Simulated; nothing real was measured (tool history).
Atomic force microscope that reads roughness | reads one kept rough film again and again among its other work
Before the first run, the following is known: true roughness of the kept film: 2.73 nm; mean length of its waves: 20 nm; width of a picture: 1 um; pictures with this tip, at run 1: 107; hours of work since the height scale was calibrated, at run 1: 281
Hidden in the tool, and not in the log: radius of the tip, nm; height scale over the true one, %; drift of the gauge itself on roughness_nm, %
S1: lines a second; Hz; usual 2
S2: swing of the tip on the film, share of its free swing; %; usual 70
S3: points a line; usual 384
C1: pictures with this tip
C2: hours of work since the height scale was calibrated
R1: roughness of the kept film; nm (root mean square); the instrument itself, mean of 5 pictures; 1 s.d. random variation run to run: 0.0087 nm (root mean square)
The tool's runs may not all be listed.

run,hour,S1,S2,S3,C1,C2,R1
1,0,2,70,384,107,281,1.927
2,19.6,2,70,384,132,292,1.944
3,37,0.68,70,384,154,301,2.037
4,49.2,2,67,384,170,308,1.962
5,59.4,2,63,384,183,313,2
6,68,2,63,384,193,318,1.972
7,79.2,2,61,384,208,324,2.017
8,90.5,2,70,384,222,330,1.923
9,103.9,2,70,384,239,338,1.918
# hour 122.2: new tip fitted
10,123.6,3.84,70,384,2,348,1.791
11,142.5,3.84,70,384,26,358,1.8
12,157.7,2,70,384,45,366,1.937
13,178.2,2,70,384,71,378,1.93
14,193.6,2,70,384,91,386,1.919
15,212.4,2,70,955,115,396,1.957
16,228.9,2,70,955,136,405,1.959
17,237.8,2,70,384,148,410,1.943
18,248.6,2,70,384,161,416,1.942
19,267.7,2,62,384,186,426,2.005
20,287.9,2,62,384,211,437,1.997
21,308.9,2,62,384,238,448,1.997
22,323.7,2,63,624,257,456,2.012
# hour 329.1: new tip fitted
23,342.9,0.98,55,358,18,466,2.07
24,358.4,0.98,55,358,38,475,2.069
25,376.6,1.15,63,593,61,485,2.066
26,394.4,2.27,73,384,84,494,1.889
27,415.3,2.27,73,384,110,506,1.873
28,435.5,2.27,73,384,136,517,1.87
29,453,2,60,384,158,526,2.011
30,463.8,0.52,58,371,172,532,2.083
31,474.5,0.52,58,371,186,538,2.075
32,486.5,3,58,583,201,544,1.997
33,506.2,3,58,583,226,555,1.993
34,525.1,3.3,88,962,250,565,1.549
# hour 535.1: new tip fitted
35,538.2,0.55,73,384,4,572,2.054
36,551,3.26,73,312,21,579,1.78
37,567.9,3.26,73,312,42,588,1.782
38,578,2.68,58,566,55,593,2.018

What if the next run were any one of these 4? Each begins from the tool's condition after run 38:
A,589.2,2.17,56,893,70,600,?
B,589.2,0.99,58,566,70,600,?
C,589.2,0.9,77,275,70,600,?
D,589.2,2,70,497,70,600,?

run,R1
A,2.076
B,2.079
C,1.953
D,1.933
Had the tool no hidden state, the same runs would have come out as:
run,R1
A,2.078
B,2.081
C,1.955
D,1.935

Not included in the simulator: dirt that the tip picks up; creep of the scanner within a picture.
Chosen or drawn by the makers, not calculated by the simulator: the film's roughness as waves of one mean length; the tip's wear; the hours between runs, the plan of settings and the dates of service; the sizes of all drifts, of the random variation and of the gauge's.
